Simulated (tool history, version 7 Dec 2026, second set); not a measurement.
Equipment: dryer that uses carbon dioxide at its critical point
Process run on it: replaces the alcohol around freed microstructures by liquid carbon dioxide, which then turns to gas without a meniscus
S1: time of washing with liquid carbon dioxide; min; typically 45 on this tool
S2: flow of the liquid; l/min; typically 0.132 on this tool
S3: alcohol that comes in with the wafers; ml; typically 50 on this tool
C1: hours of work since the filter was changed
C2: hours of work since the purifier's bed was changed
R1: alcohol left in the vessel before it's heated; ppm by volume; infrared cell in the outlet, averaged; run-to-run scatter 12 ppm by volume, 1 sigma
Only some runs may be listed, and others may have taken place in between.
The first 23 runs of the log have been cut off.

| run | hour | S1 | S2 | S3 | C1 | C2 | R1 |
|---|---|---|---|---|---|---|---|
| 24 | 199.0 | 58 | 0.082 | 71 | 253 | 313 | 3934 |
| 25 | 208.1 | 58 | 0.082 | 118 | 260 | 320 | 6545 |
| 26 | 215.5 | 45 | 0.162 | 69 | 265 | 326 | 842 |
| 27 | 224.1 | 54 | 0.145 | 100 | 271 | 332 | 879 |
| 28 | 232.9 | 67 | 0.132 | 50 | 278 | 338 | 301 |
| 29 | 243.9 | 42 | 0.143 | 97 | 286 | 347 | 2527 |
| 30 | 249.7 | 45 | 0.093 | 115 | 290 | 351 | 9388 |
| 31 | 257.2 | 45 | 0.093 | 115 | 296 | 356 | 9393 |
| 32 | 266.9 | 49 | 0.132 | 44 | 303 | 364 | 963 |
| 33 | 275.1 | 48 | 0.137 | 74 | 309 | 370 | 1503 |
| 34 | 285.3 | 44 | 0.091 | 115 | 317 | 377 | 10752 |
|  | 287.3 | inlet filter changed |
| 35 | 296.7 | 44 | 0.091 | 115 | 7 | 385 | 7177 |
| 36 | 304.6 | 65 | 0.134 | 35 | 13 | 391 | 163 |
| 37 | 313.6 | 40 | 0.116 | 22 | 19 | 397 | 942 |
| 38 | 323.3 | 40 | 0.116 | 22 | 27 | 404 | 980 |
| 39 | 333.2 | 40 | 0.116 | 22 | 34 | 412 | 979 |
| 40 | 338.2 | 40 | 0.116 | 22 | 38 | 416 | 986 |
| 41 | 346.1 | 40 | 0.116 | 22 | 43 | 421 | 973 |
| 42 | 352.3 | 50 | 0.153 | 22 | 48 | 426 | 205 |
| 43 | 364.2 | 52 | 0.093 | 42 | 57 | 435 | 1665 |
| 44 | 369.3 | 52 | 0.093 | 42 | 61 | 438 | 1625 |
| 45 | 376.9 | 55 | 0.132 | 50 | 66 | 444 | 455 |
| 46 | 385.0 | 55 | 0.168 | 50 | 72 | 450 | 181 |

Forecast each of these 4 alternatives for the next run:
| A | 396.8 | 72 | 0.206 | 115 | 81 | 459 | ? |
| B | 396.8 | 32 | 0.168 | 55 | 81 | 459 | ? |
| C | 396.8 | 29 | 0.132 | 76 | 81 | 459 | ? |
| D | 396.8 | 40 | 0.169 | 78 | 81 | 459 | ? |

| run | R1 |
|---|---|
| A | 108 |
| B | 1519 |
| C | 5627 |
| D | 848 |
Stripped of hidden state, with their random variation kept, the same runs would have yielded:
| run | R1 |
|---|---|
| A | 7 |
| B | 1206 |
| C | 4930 |
| D | 610 |

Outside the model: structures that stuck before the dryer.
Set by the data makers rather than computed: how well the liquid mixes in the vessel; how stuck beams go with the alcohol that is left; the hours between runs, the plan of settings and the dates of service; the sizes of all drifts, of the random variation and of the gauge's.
